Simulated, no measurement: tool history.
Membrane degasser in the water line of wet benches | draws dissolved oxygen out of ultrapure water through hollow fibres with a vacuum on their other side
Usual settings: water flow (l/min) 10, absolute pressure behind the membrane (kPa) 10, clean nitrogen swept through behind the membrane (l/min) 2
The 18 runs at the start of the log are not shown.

run      day  water flow (l/min)  absolute pressure behind the membrane (kPa)  clean nitrogen swept through behind the membrane (l/min)  dissolved oxygen in the water behind the degasser (ppb)  pressure that the water loses in the fibres (kPa)
 19  100.362                   8                                         21.3                                                      2.36                                                    155.4                                              51.46
 20  105.554                   8                                          6.2                                                      4.47                                                     19.4                                              51.61
 21  111.412                   8                                          6.2                                                      4.47                                                       20                                              51.55
 22  115.396                   8                                          6.2                                                      4.47                                                     19.2                                               51.8
 23  121.742                   9                                          6.4                                                      4.47                                                     25.6                                              58.03
 24  126.871                   9                                          6.4                                                      4.47                                                       25                                              58.25
 25  130.767                   9                                          6.5                                                      4.47                                                     26.2                                               58.2
 26  137.088                   9                                         14.3                                                      3.71                                                     76.6                                              58.39
 27  141.762                   9                                         14.3                                                      3.71                                                     76.1                                              57.87
 28  147.204                  10                                           13                                                      1.63                                                    160.5                                              65.08
 29  153.529                  13                                           10                                                       2.6                                                    110.4                                              84.37
 30  157.417                  10                                          8.2                                                      1.85                                                     78.6                                              64.92
 31  164.725                  14                                          8.2                                                      1.85                                                    125.7                                              90.71

Alternative continuations, all from the tool just after run 31; predict every row:
  A  171.962                  10                                         14.7                                                         2                                                        ?                                                  ?
  B  171.962                  10                                          8.2                                                      1.85                                                        ?                                                  ?
  C  171.962                  16                                           12                                                      1.63                                                        ?                                                  ?
  D  171.962                  10                                          8.2                                                      4.43                                                        ?                                                  ?
  E  171.962                  10                                           10                                                      3.21                                                        ?                                                  ?

run  dissolved oxygen in the water behind the degasser (ppb)  pressure that the water loses in the fibres (kPa)
  A                                                      155                                              65.22
  B                                                     80.1                                              65.75
  C                                                    245.1                                             104.36
  D                                                     42.1                                              65.08
  E                                                     67.2                                              64.95
Stripped of hidden state, with their random variation kept, the same runs would have yielded:
run  dissolved oxygen in the water behind the degasser (ppb)  pressure that the water loses in the fibres (kPa)
  A                                                    150.5                                              63.45
  B                                                       76                                              63.98
  C                                                    235.9                                             101.54
  D                                                     39.1                                              63.32
  E                                                     63.8                                              63.19

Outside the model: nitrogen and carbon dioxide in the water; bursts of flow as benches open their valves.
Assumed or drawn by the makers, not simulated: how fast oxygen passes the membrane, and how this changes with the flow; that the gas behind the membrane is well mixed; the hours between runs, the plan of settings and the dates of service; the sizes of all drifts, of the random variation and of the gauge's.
